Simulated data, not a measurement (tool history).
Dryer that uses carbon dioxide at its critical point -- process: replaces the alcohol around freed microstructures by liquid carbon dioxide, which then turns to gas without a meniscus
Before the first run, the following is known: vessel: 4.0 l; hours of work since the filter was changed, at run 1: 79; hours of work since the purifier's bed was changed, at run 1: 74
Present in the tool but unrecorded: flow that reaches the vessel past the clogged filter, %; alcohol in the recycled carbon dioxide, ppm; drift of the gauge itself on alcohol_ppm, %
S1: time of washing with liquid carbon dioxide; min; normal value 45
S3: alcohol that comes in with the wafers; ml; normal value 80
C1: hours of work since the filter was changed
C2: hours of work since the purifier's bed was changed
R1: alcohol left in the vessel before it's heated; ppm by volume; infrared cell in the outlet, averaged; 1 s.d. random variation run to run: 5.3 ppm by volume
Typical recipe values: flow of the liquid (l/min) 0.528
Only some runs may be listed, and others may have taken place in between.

run 1 day=0 | S1=45 flow_of_the_liquid_(l/min)=0.528 S3=80 | C1=79 C2=74 | R1=156
run 2 day=0.296 | S1=45 flow_of_the_liquid_(l/min)=0.528 S3=80 | C1=82 C2=78 | R1=167
run 3 day=0.696 | S1=45 flow_of_the_liquid_(l/min)=0.528 S3=80 | C1=86 C2=82 | R1=169
run 4 day=0.946 | S1=45 flow_of_the_liquid_(l/min)=0.528 S3=80 | C1=89 C2=85 | R1=158
run 5 day=1.179 | S1=45 flow_of_the_liquid_(l/min)=0.528 S3=80 | C1=92 C2=87 | R1=172
run 6 day=1.383 | S1=45 flow_of_the_liquid_(l/min)=0.528 S3=80 | C1=94 C2=89 | R1=173
run 7 day=1.642 | S1=45 flow_of_the_liquid_(l/min)=0.528 S3=80 | C1=96 C2=92 | R1=175
run 8 day=2.042 | S1=45 flow_of_the_liquid_(l/min)=0.528 S3=80 | C1=101 C2=96 | R1=184
run 9 day=2.254 | S1=45 flow_of_the_liquid_(l/min)=0.528 S3=42 | C1=103 C2=98 | R1=109
run 10 day=2.504 | S1=45 flow_of_the_liquid_(l/min)=0.528 S3=112 | C1=106 C2=101 | R1=235
run 11 day=2.779 | S1=45 flow_of_the_liquid_(l/min)=0.528 S3=112 | C1=109 C2=104 | R1=223
run 12 day=2.95 | S1=45 flow_of_the_liquid_(l/min)=0.706 S3=80 | C1=110 C2=106 | R1=76
run 13 day=3.321 | S1=45 flow_of_the_liquid_(l/min)=0.528 S3=36 | C1=114 C2=110 | R1=116
run 14 day=3.533 | S1=45 flow_of_the_liquid_(l/min)=0.528 S3=36 | C1=117 C2=112 | R1=107
run 15 day=3.817 | S1=45 flow_of_the_liquid_(l/min)=0.528 S3=36 | C1=120 C2=115 | R1=110
run 16 day=4.017 | S1=45 flow_of_the_liquid_(l/min)=0.528 S3=36 | C1=122 C2=117 | R1=116
run 17 day=4.333 | S1=45 flow_of_the_liquid_(l/min)=0.528 S3=36 | C1=125 C2=120 | R1=112
run 18 day=4.55 | S1=45 flow_of_the_liquid_(l/min)=0.73 S3=36 | C1=127 C2=123 | R1=52
run 19 day=4.888 | S1=45 flow_of_the_liquid_(l/min)=0.73 S3=36 | C1=131 C2=126 | R1=67
run 20 day=5.083 | S1=32 flow_of_the_liquid_(l/min)=0.528 S3=80 | C1=133 C2=128 | R1=642
run 21 day=5.392 | S1=43 flow_of_the_liquid_(l/min)=0.528 S3=80 | C1=136 C2=132 | R1=220
run 22 day=5.558 | S1=45 flow_of_the_liquid_(l/min)=0.528 S3=80 | C1=138 C2=133 | R1=192
run 23 day=5.896 | S1=44 flow_of_the_liquid_(l/min)=0.53 S3=80 | C1=142 C2=137 | R1=219
run 24 day=6.154 | S1=44 flow_of_the_liquid_(l/min)=0.53 S3=80 | C1=144 C2=140 | R1=212
run 25 day=6.321 | S1=44 flow_of_the_liquid_(l/min)=0.423 S3=80 | C1=146 C2=142 | R1=520
run 26 day=6.55 | S1=45 flow_of_the_liquid_(l/min)=0.528 S3=34 | C1=149 C2=144 | R1=118
run 27 day=6.838 | S1=45 flow_of_the_liquid_(l/min)=0.437 S3=27 | C1=152 C2=147 | R1=184
run 28 day=7.221 | S1=62 flow_of_the_liquid_(l/min)=0.528 S3=35 | C1=156 C2=151 | R1=75
run 29 day=7.521 | S1=42 flow_of_the_liquid_(l/min)=0.622 S3=80 | C1=159 C2=154 | R1=145
run 30 day=7.788 | S1=45 flow_of_the_liquid_(l/min)=0.836 S3=56 | C1=162 C2=157 | R1=65
run 31 day=8.125 | S1=45 flow_of_the_liquid_(l/min)=0.351 S3=58 | C1=165 C2=161 | R1=682
run 32 day=8.296 | S1=45 flow_of_the_liquid_(l/min)=0.434 S3=48 | C1=167 C2=162 | R1=297
run 33 day=8.621 | S1=45 flow_of_the_liquid_(l/min)=0.434 S3=48 | C1=170 C2=166 | R1=297
run 34 day=8.788 | S1=45 flow_of_the_liquid_(l/min)=0.434 S3=48 | C1=172 C2=168 | R1=299
run 35 day=9.167 | S1=45 flow_of_the_liquid_(l/min)=0.434 S3=87 | C1=176 C2=172 | R1=495
run 36 day=9.442 | S1=54 flow_of_the_liquid_(l/min)=0.56 S3=110 | C1=179 C2=175 | R1=133
run 37 day=9.738 | S1=31 flow_of_the_liquid_(l/min)=0.563 S3=33 | C1=182 C2=178 | R1=298
run 38 day=10.058 | S1=52 flow_of_the_liquid_(l/min)=0.445 S3=24 | C1=186 C2=181 | R1=127
run 39 day=10.242 | S1=36 flow_of_the_liquid_(l/min)=0.445 S3=24 | C1=188 C2=183 | R1=316
run 40 day=10.475 | S1=33 flow_of_the_liquid_(l/min)=0.381 S3=24 | C1=190 C2=186 | R1=558
run 41 day=10.671 | S1=33 flow_of_the_liquid_(l/min)=0.371 S3=24 | C1=192 C2=188 | R1=616
run 42 day=10.975 | S1=33 flow_of_the_liquid_(l/min)=0.413 S3=26 | C1=195 C2=191 | R1=505
run 43 day=11.362 | S1=33 flow_of_the_liquid_(l/min)=0.752 S3=26 | C1=200 C2=195 | R1=103
run 44 day=11.538 | S1=64 flow_of_the_liquid_(l/min)=0.602 S3=36 | C1=201 C2=197 | R1=82

Predict each of these 3 candidate next runs independently; none follows another, all start after run 44:
run A day=11.729 | S1=32 flow_of_the_liquid_(l/min)=0.44 S3=80 | C1=203 C2=199 | R1=?
run B day=11.729 | S1=64 flow_of_the_liquid_(l/min)=0.404 S3=36 | C1=203 C2=199 | R1=?
run C day=11.729 | S1=32 flow_of_the_liquid_(l/min)=0.587 S3=36 | C1=203 C2=199 | R1=?

run=A R1=1296
run=B R1=133
run=C R1=264
Stripped of hidden state, with their random variation kept, the same runs would have yielded:
run=A R1=977
run=B R1=39
run=C R1=143
